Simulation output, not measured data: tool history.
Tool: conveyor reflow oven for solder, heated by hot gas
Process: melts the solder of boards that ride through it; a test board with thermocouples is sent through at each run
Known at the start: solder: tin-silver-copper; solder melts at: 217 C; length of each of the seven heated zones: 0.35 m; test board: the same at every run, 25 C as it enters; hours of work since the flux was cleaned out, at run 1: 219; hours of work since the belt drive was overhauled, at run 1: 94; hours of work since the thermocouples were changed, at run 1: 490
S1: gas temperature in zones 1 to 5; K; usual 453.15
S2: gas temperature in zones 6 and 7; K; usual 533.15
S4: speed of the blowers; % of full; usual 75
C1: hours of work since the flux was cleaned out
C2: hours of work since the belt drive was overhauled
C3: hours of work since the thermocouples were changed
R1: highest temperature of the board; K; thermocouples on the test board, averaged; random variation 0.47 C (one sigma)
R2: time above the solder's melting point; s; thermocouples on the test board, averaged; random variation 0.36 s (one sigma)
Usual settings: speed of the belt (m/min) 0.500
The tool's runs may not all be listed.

Run 1, hour 0.0: usual settings; C1 219; C2 94; C3 490. Result: R1 518.25 K, R2 59.0 s.
Run 2, hour 15.7: usual settings but S4 63 % of full; C1 227; C2 102; C3 498. Result: R1 516.05 K, R2 56.6 s.
Run 3, hour 28.9: usual settings but S4 63 % of full; C1 234; C2 108; C3 505. Result: R1 515.65 K, R2 56.0 s.
Run 4, hour 42.0: usual settings; C1 240; C2 115; C3 512. Result: R1 518.05 K, R2 58.6 s.
Run 5, hour 54.0: usual settings; C1 247; C2 121; C3 518. Result: R1 518.55 K, R2 58.9 s.
Run 6, hour 66.9: usual settings; C1 253; C2 128; C3 524. Result: R1 517.65 K, R2 59.4 s.
Run 7, hour 80.4: usual settings; C1 260; C2 135; C3 531. Result: R1 517.55 K, R2 58.3 s.
Run 8, hour 94.6: usual settings but S1 441.15 K; C1 267; C2 142; C3 539. Result: R1 515.35 K, R2 51.9 s.
Run 9, hour 112.5: usual settings; C1 276; C2 151; C3 548. Result: R1 517.65 K, R2 58.8 s.
Run 10, hour 123.6: usual settings; C1 282; C2 157; C3 553. Result: R1 517.05 K, R2 59.4 s.
Run 11, hour 139.4: usual settings; C1 290; C2 165; C3 561. Result: R1 517.65 K, R2 59.3 s.
Run 12, hour 156.9: usual settings; C1 299; C2 174; C3 570. Result: R1 517.15 K, R2 59.2 s.
Run 13, hour 164.7: usual settings but speed of the belt (m/min) 0.527; C1 303; C2 178; C3 574. Result: R1 515.35 K, R2 53.8 s.
Run 14, hour 180.5: usual settings but speed of the belt (m/min) 0.527; C1 311; C2 186; C3 582. Result: R1 515.65 K, R2 54.1 s.
Run 15, hour 197.5: usual settings but S2 528.15 K, speed of the belt (m/min) 0.553, S4 51 % of full; C1 320; C2 194; C3 591. Result: R1 506.15 K, R2 35.5 s.
Run 16, hour 211.0: usual settings but S2 537.15 K, speed of the belt (m/min) 0.433, S4 51 % of full; C1 327; C2 201; C3 598. Result: R1 520.55 K, R2 71.4 s.
Run 17, hour 227.9: usual settings but S2 537.15 K, speed of the belt (m/min) 0.433, S4 51 % of full; C1 335; C2 210; C3 607. Result: R1 521.25 K, R2 71.4 s.
Run 18, hour 244.7: usual settings but S1 460.15 K; C1 344; C2 219; C3 615. Result: R1 518.95 K, R2 63.6 s.
Run 19, hour 258.4: usual settings but S1 460.15 K; C1 351; C2 226; C3 622. Result: R1 518.65 K, R2 63.5 s.
Run 20, hour 268.0: usual settings but S1 452.15 K, speed of the belt (m/min) 0.545; C1 356; C2 230; C3 627. Result: R1 513.95 K, R2 49.7 s.
Run 21, hour 281.1: usual settings but S1 448.15 K, S2 525.15 K, speed of the belt (m/min) 0.507, S4 61 % of full; C1 363; C2 237; C3 634. Result: R1 506.55 K, R2 41.1 s.
Run 22, hour 295.3: usual settings but S1 448.15 K, S2 525.15 K, speed of the belt (m/min) 0.507, S4 61 % of full; C1 370; C2 244; C3 641. Result: R1 505.95 K, R2 41.5 s.
Run 23, hour 304.3: usual settings but S1 460.15 K, S2 522.15 K, speed of the belt (m/min) 0.411, S4 70 % of full; C1 374; C2 249; C3 646. Result: R1 512.25 K, R2 73.5 s.
Run 24, hour 317.8: usual settings but S1 460.15 K, S2 522.15 K, speed of the belt (m/min) 0.547, S4 70 % of full; C1 381; C2 256; C3 653. Result: R1 506.35 K, R2 42.3 s.
Run 25, hour 327.4: usual settings but S1 460.15 K, S2 522.15 K, speed of the belt (m/min) 0.560, S4 70 % of full; C1 386; C2 261; C3 657. Result: R1 504.95 K, R2 40.4 s.
Run 26, hour 339.5: usual settings but S1 462.15 K, S2 531.15 K, speed of the belt (m/min) 0.560, S4 70 % of full; C1 392; C2 267; C3 664. Result: R1 512.85 K, R2 49.9 s.
Run 27, hour 356.0: usual settings but S1 439.15 K, S2 530.15 K, speed of the belt (m/min) 0.562, S4 62 % of full; C1 401; C2 275; C3 672. Result: R1 505.25 K, R2 30.3 s.
Run 28, hour 371.1: usual settings but speed of the belt (m/min) 0.530; C1 409; C2 283; C3 680. Result: R1 515.05 K, R2 52.2 s.

The same runs without the tool's hidden state, with the same run-to-run variation:
The hidden state here: heat that the gas passes to the board, % of a clean oven's; belt's true speed, % of the reading; true gas temperature in zones 6 and 7 over the reading, C; drift of the gauge itself on peak_c, C; drift of the gauge itself on liquid_s, %.
run      R1    R2
  1  520.55  61.3
  2  518.35  59.1
  3  517.95  58.6
  4  520.45  61.1
  5  521.05  61.4
  6  520.15  62.0
  7  520.15  60.9
  8  518.15  55.0
  9  520.25  61.5
 10  519.75  62.2
 11  520.45  62.1
 12  520.05  62.0
 13  518.35  56.8
 14  518.55  57.2
 15  508.95  39.8
 16  523.25  74.1
 17  524.05  74.1
 18  521.95  66.4
 19  521.65  66.4
 20  517.35  53.3
 21  509.65  46.0
 22  509.05  46.5
 23  514.95  77.3
 24  509.45  47.1
 25  508.15  45.5
 26  516.25  53.6
 27  509.05  35.7
 28  518.65  56.0
